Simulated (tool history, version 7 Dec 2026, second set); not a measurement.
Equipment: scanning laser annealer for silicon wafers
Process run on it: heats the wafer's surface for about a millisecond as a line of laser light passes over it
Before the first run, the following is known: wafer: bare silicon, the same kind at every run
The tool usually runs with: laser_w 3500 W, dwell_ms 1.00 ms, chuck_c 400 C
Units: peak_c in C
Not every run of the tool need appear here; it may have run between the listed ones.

| run | day | laser_w | dwell_ms | chuck_c | peak_c |
|---|---|---|---|---|---|
| 1 | 0.000 | 3500 | 1.00 | 400 | 1107 |
| 2 | 2.958 | 3500 | 1.00 | 400 | 1102 |
| 3 | 5.025 | 3500 | 1.00 | 400 | 1102 |
| 4 | 7.217 | 3500 | 1.00 | 400 | 1104 |
| 5 | 10.854 | 3500 | 1.00 | 400 | 1095 |
| 6 | 12.871 | 3500 | 1.00 | 400 | 1098 |
| 7 | 15.992 | 3500 | 1.00 | 400 | 1096 |
| 8 | 17.929 | 3500 | 1.00 | 400 | 1095 |
| 9 | 19.833 | 3021 | 0.86 | 398 | 924 |
|  | 22.425 | window over the wafer cleaned |
| 10 | 22.425 | 3491 | 0.86 | 404 | 1029 |
| 11 | 25.592 | 3491 | 0.86 | 404 | 1031 |
| 12 | 28.571 | 3491 | 0.86 | 404 | 1026 |
| 13 | 32.225 | 3305 | 0.74 | 407 | 936 |
| 14 | 34.825 | 3591 | 1.07 | 400 | 1130 |
| 15 | 38.254 | 3500 | 1.15 | 438 | 1171 |

Alternative continuations, all from the tool just after run 15; predict every row:
| A | 41.154 | 3229 | 1.01 | 438 | ? |
| B | 41.154 | 3215 | 1.00 | 419 | ? |
| C | 41.154 | 3500 | 1.15 | 434 | ? |
| D | 41.154 | 3114 | 1.15 | 438 | ? |

| run | peak_c |
|---|---|
| A | 1052 |
| B | 1020 |
| C | 1167 |
| D | 1069 |
The same runs, with their run-to-run variation unchanged, on a tool lacking any hidden condition would have given:
| run | peak_c |
|---|---|
| A | 1112 |
| B | 1079 |
| C | 1238 |
| D | 1131 |

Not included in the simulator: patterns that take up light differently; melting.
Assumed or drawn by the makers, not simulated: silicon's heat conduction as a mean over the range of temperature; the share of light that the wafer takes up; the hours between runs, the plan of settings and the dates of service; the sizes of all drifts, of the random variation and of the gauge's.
